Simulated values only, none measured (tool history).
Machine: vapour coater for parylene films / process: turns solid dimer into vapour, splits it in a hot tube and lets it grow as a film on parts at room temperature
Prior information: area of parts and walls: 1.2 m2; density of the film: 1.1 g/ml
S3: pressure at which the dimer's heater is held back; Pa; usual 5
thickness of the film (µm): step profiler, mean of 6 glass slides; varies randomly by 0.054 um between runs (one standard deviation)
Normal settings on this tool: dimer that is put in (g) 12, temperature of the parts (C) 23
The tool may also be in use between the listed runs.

run 1 hour=0 | dimer_that_is_put_in_(g)=12 temperature_of_the_parts_(C)=23 S3=5 | thickness_of_the_film_(µm)=6.12
run 2 hour=24.1 | dimer_that_is_put_in_(g)=12 temperature_of_the_parts_(C)=23 S3=3.63 | thickness_of_the_film_(µm)=6.25
run 3 hour=46.4 | dimer_that_is_put_in_(g)=12 temperature_of_the_parts_(C)=23 S3=5 | thickness_of_the_film_(µm)=6.2
run 4 hour=66.6 | dimer_that_is_put_in_(g)=12 temperature_of_the_parts_(C)=23 S3=5 | thickness_of_the_film_(µm)=6.06
run 5 hour=91.8 | dimer_that_is_put_in_(g)=12 temperature_of_the_parts_(C)=23 S3=5 | thickness_of_the_film_(µm)=6.16
run 6 hour=106.6 | dimer_that_is_put_in_(g)=12 temperature_of_the_parts_(C)=23 S3=5 | thickness_of_the_film_(µm)=6.11
run 7 hour=118.3 | dimer_that_is_put_in_(g)=12 temperature_of_the_parts_(C)=23 S3=5 | thickness_of_the_film_(µm)=6.06
run 8 hour=142.7 | dimer_that_is_put_in_(g)=12 temperature_of_the_parts_(C)=23 S3=5 | thickness_of_the_film_(µm)=6.02
run 9 hour=163.6 | dimer_that_is_put_in_(g)=12 temperature_of_the_parts_(C)=15 S3=5 | thickness_of_the_film_(µm)=8.61
run 10 hour=179.6 | dimer_that_is_put_in_(g)=12 temperature_of_the_parts_(C)=15 S3=5 | thickness_of_the_film_(µm)=8.83
run 11 hour=191.2 | dimer_that_is_put_in_(g)=12 temperature_of_the_parts_(C)=15 S3=5 | thickness_of_the_film_(µm)=8.64
run 12 hour=204 | dimer_that_is_put_in_(g)=12 temperature_of_the_parts_(C)=23 S3=5 | thickness_of_the_film_(µm)=6.1
run 13 hour=228.3 | dimer_that_is_put_in_(g)=12 temperature_of_the_parts_(C)=23 S3=5 | thickness_of_the_film_(µm)=6
run 14 hour=246 | dimer_that_is_put_in_(g)=12 temperature_of_the_parts_(C)=23 S3=5 | thickness_of_the_film_(µm)=6.03
run 15 hour=266.5 | dimer_that_is_put_in_(g)=12 temperature_of_the_parts_(C)=17 S3=5 | thickness_of_the_film_(µm)=7.82
run 16 hour=284.6 | dimer_that_is_put_in_(g)=12 temperature_of_the_parts_(C)=17 S3=5 | thickness_of_the_film_(µm)=7.87
run 17 hour=295.4 | dimer_that_is_put_in_(g)=12 temperature_of_the_parts_(C)=17 S3=5 | thickness_of_the_film_(µm)=7.94
run 18 hour=307.2 | dimer_that_is_put_in_(g)=12 temperature_of_the_parts_(C)=17 S3=5 | thickness_of_the_film_(µm)=8.01
run 19 hour=330.1 | dimer_that_is_put_in_(g)=11 temperature_of_the_parts_(C)=23 S3=5 | thickness_of_the_film_(µm)=5.47
run 20 hour=346.3 | dimer_that_is_put_in_(g)=11 temperature_of_the_parts_(C)=22 S3=5 | thickness_of_the_film_(µm)=5.77
run 21 hour=364.4 | dimer_that_is_put_in_(g)=12 temperature_of_the_parts_(C)=23 S3=5 | thickness_of_the_film_(µm)=5.91
run 22 hour=385.6 | dimer_that_is_put_in_(g)=12 temperature_of_the_parts_(C)=23 S3=5 | thickness_of_the_film_(µm)=5.91
run 23 hour=402.1 | dimer_that_is_put_in_(g)=12 temperature_of_the_parts_(C)=23 S3=5 | thickness_of_the_film_(µm)=5.81
run 24 hour=414.4 | dimer_that_is_put_in_(g)=17 temperature_of_the_parts_(C)=23 S3=5 | thickness_of_the_film_(µm)=8.36
run 25 hour=438.8 | dimer_that_is_put_in_(g)=10 temperature_of_the_parts_(C)=17 S3=5.55 | thickness_of_the_film_(µm)=6.52
run 26 hour=454.6 | dimer_that_is_put_in_(g)=10 temperature_of_the_parts_(C)=17 S3=5.55 | thickness_of_the_film_(µm)=6.54
run 27 hour=467 | dimer_that_is_put_in_(g)=10 temperature_of_the_parts_(C)=17 S3=5.55 | thickness_of_the_film_(µm)=6.5

Run 28 is up next; what results do you expect?
run 28 hour=483.4 | dimer_that_is_put_in_(g)=12 temperature_of_the_parts_(C)=30 S3=3.04 | thickness_of_the_film_(µm)=?

thickness of the film (µm): 4.36
Take away the tool's hidden state, keep the run-to-run variation as it was, and the same run would have given thickness of the film (µm) 4.6.

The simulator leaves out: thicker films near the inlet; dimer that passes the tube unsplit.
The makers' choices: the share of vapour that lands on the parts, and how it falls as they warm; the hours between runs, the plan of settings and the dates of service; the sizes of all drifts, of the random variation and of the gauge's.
